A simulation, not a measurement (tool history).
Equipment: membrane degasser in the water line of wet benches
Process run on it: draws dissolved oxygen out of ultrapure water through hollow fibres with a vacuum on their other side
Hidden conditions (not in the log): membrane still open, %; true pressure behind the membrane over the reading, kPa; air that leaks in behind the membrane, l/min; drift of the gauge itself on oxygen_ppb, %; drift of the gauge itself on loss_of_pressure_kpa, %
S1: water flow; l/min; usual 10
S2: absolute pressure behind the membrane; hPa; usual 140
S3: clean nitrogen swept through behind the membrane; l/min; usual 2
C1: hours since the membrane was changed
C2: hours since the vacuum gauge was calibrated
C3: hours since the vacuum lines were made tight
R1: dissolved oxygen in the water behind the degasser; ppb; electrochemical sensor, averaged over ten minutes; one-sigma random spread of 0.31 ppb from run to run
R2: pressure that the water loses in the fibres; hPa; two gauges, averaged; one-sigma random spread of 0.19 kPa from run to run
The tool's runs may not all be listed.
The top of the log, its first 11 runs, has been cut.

run	hour	S1	S2	S3	C1	C2	C3	R1	R2
12	1424.6	7	262	2	1944	6310	4914	200.6	274.7
# hour 1480.2: vacuum gauge calibrated
13	1596.9	10	140	2	2116	117	5086	138.9	398.7
14	1723.2	10	140	1.36	2242	243	5212	197.2	394.4
15	1923.3	10	140	2	2442	443	5412	138.6	399.4
16	2075.3	10	140	2	2594	595	5564	138.1	394.8
17	2232.7	10	140	2	2752	753	5722	138.3	394.7
18	2371.7	7	193	1.18	2891	892	5861	235.4	279.9
# hour 2514: vacuum gauge calibrated, once more
19	2549.2	14	193	1.18	3068	35	6038	445	554.7
20	2713.3	9	137	1.39	3232	199	6202	167.2	358.7
21	2816.1	13	86	3.29	3334	302	6305	65.8	521.5
22	2961.3	13	86	3.29	3480	447	6450	65.9	517.4
23	3085.5	10	140	1.5	3604	571	6574	178.5	396.9
24	3266.8	14	87	1.19	3785	753	6755	166.4	556.1
25	3391.5	14	99	3.8	3910	877	6880	78.2	559.6
26	3585.9	7	97	1.98	4104	1072	7074	59	279.7
# hour 3638.3: seals of the vacuum lines changed
27	3790.4	7	87	3.91	4307	1274	152	26	279.7
28	3975.1	10	87	3.91	4491	1459	337	40.3	401.7
29	4108.8	10	94	3.91	4625	1593	470	44.9	403.9
30	4266.7	14	140	2	4783	1751	628	196.5	559.4
31	4391.7	10	140	3.45	4908	1876	753	82.7	404.9
32	4561.5	10	140	1.9	5078	2045	923	142.9	401.2
33	4757.7	10	140	1.9	5274	2242	1119	143.3	399.4

Alternative continuations, all from the tool just after run 33; predict every row:
A	4948.8	7	140	2	5465	2433	1310	?	?
B	4948.8	6	108	0.97	5465	2433	1310	?	?
C	4948.8	13	140	1.9	5465	2433	1310	?	?

run	R1	R2
A	94.8	280.2
B	115	241.6
C	190	524.1
Take away the tool's hidden state, keep each run's random variation, and the runs would have read:
run	R1	R2
A	93.5	271.4
B	113.4	234
C	186.2	507.8
